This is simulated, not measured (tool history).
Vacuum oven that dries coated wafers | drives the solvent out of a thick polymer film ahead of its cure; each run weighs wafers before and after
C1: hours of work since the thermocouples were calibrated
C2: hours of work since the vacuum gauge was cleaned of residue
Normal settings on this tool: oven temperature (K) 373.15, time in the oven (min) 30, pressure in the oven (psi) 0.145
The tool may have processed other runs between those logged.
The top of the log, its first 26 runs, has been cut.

{"run": 27, "day": 11.9, "oven temperature (K)": 377.15, "time in the oven (min)": 30, "pressure in the oven (psi)": 0.219, "C1": 319, "C2": 484, "solvent left in the film (%)": 0.94}
{"run": 28, "day": 12.258, "oven temperature (K)": 378.15, "time in the oven (min)": 41, "pressure in the oven (psi)": 0.36, "C1": 325, "C2": 490, "solvent left in the film (%)": 1.29}
{"run": 29, "day": 12.792, "oven temperature (K)": 362.15, "time in the oven (min)": 26, "pressure in the oven (psi)": 0.229, "C1": 334, "C2": 499, "solvent left in the film (%)": 3.41}
{"run": 30, "day": 13.204, "oven temperature (K)": 361.15, "time in the oven (min)": 35, "pressure in the oven (psi)": 0.299, "C1": 341, "C2": 506, "solvent left in the film (%)": 3.18}
{"run": 31, "day": 13.775, "oven temperature (K)": 361.15, "time in the oven (min)": 35, "pressure in the oven (psi)": 0.299, "C1": 351, "C2": 516, "solvent left in the film (%)": 3.21}
{"run": 32, "day": 14.358, "oven temperature (K)": 379.15, "time in the oven (min)": 30, "pressure in the oven (psi)": 0.193, "C1": 361, "C2": 526, "solvent left in the film (%)": 0.76}
{"run": 33, "day": 14.958, "oven temperature (K)": 369.15, "time in the oven (min)": 30, "pressure in the oven (psi)": 0.474, "C1": 371, "C2": 536, "solvent left in the film (%)": 2.86}
{"run": 34, "day": 15.308, "oven temperature (K)": 373.15, "time in the oven (min)": 20, "pressure in the oven (psi)": 0.265, "C1": 377, "C2": 542, "solvent left in the film (%)": 2.14}
{"run": 35, "day": 15.662, "oven temperature (K)": 370.15, "time in the oven (min)": 36, "pressure in the oven (psi)": 0.352, "C1": 383, "C2": 548, "solvent left in the film (%)": 1.92}
{"run": 36, "day": 16.117, "oven temperature (K)": 363.15, "time in the oven (min)": 20, "pressure in the oven (psi)": 0.286, "C1": 391, "C2": 555, "solvent left in the film (%)": 4.3}
{"run": 37, "day": 16.412, "oven temperature (K)": 370.15, "time in the oven (min)": 20, "pressure in the oven (psi)": 0.286, "C1": 396, "C2": 560, "solvent left in the film (%)": 2.76}
{"run": 38, "day": 16.812, "oven temperature (K)": 378.15, "time in the oven (min)": 30, "pressure in the oven (psi)": 0.081, "C1": 402, "C2": 567, "solvent left in the film (%)": 0.43}
{"run": 39, "day": 17.146, "oven temperature (K)": 378.15, "time in the oven (min)": 30, "pressure in the oven (psi)": 0.081, "C1": 408, "C2": 573, "solvent left in the film (%)": 0.44}
{"run": 40, "day": 17.583, "oven temperature (K)": 374.15, "time in the oven (min)": 52, "pressure in the oven (psi)": 0.409, "C1": 415, "C2": 580, "solvent left in the film (%)": 1.68}
{"run": 41, "day": 17.971, "oven temperature (K)": 374.15, "time in the oven (min)": 52, "pressure in the oven (psi)": 0.409, "C1": 422, "C2": 587, "solvent left in the film (%)": 1.68}
{"run": 42, "day": 18.562, "oven temperature (K)": 374.15, "time in the oven (min)": 52, "pressure in the oven (psi)": 0.409, "C1": 432, "C2": 597, "solvent left in the film (%)": 1.64}
{"run": 43, "day": 18.95, "oven temperature (K)": 377.15, "time in the oven (min)": 27, "pressure in the oven (psi)": 0.409, "C1": 439, "C2": 603, "solvent left in the film (%)": 1.69}
{"run": 44, "day": 19.508, "oven temperature (K)": 377.15, "time in the oven (min)": 20, "pressure in the oven (psi)": 0.467, "C1": 448, "C2": 613, "solvent left in the film (%)": 2.26}
{"run": 45, "day": 19.904, "oven temperature (K)": 377.15, "time in the oven (min)": 20, "pressure in the oven (psi)": 0.209, "C1": 455, "C2": 619, "solvent left in the film (%)": 1.44}
{"run": 46, "day": 20.458, "oven temperature (K)": 385.15, "time in the oven (min)": 30, "pressure in the oven (psi)": 0.323, "C1": 464, "C2": 629, "solvent left in the film (%)": 0.93}
{"run": 47, "day": 21.017, "oven temperature (K)": 385.15, "time in the oven (min)": 30, "pressure in the oven (psi)": 0.323, "C1": 474, "C2": 638, "solvent left in the film (%)": 0.91}
{"run": 48, "day": 21.671, "oven temperature (K)": 385.15, "time in the oven (min)": 30, "pressure in the oven (psi)": 0.323, "C1": 485, "C2": 649, "solvent left in the film (%)": 0.91}

3 ways to go on from here, each from the tool as it stands after run 48. What would each give?
{"run": "A", "day": 21.954, "oven temperature (K)": 376.15, "time in the oven (min)": 17, "pressure in the oven (psi)": 0.145, "C1": 489, "C2": 654, "solvent left in the film (%)": "?"}
{"run": "B", "day": 21.954, "oven temperature (K)": 372.15, "time in the oven (min)": 37, "pressure in the oven (psi)": 0.323, "C1": 489, "C2": 654, "solvent left in the film (%)": "?"}
{"run": "C", "day": 21.954, "oven temperature (K)": 377.15, "time in the oven (min)": 33, "pressure in the oven (psi)": 0.173, "C1": 489, "C2": 654, "solvent left in the film (%)": "?"}

run=A solvent_left_in_the_film_(%)=1.68
run=B solvent_left_in_the_film_(%)=1.63
run=C solvent_left_in_the_film_(%)=0.76
With the hidden condition removed and each run's random variation left untouched, the same runs would have given:
run=A solvent_left_in_the_film_(%)=1.61
run=B solvent_left_in_the_film_(%)=1.56
run=C solvent_left_in_the_film_(%)=0.71
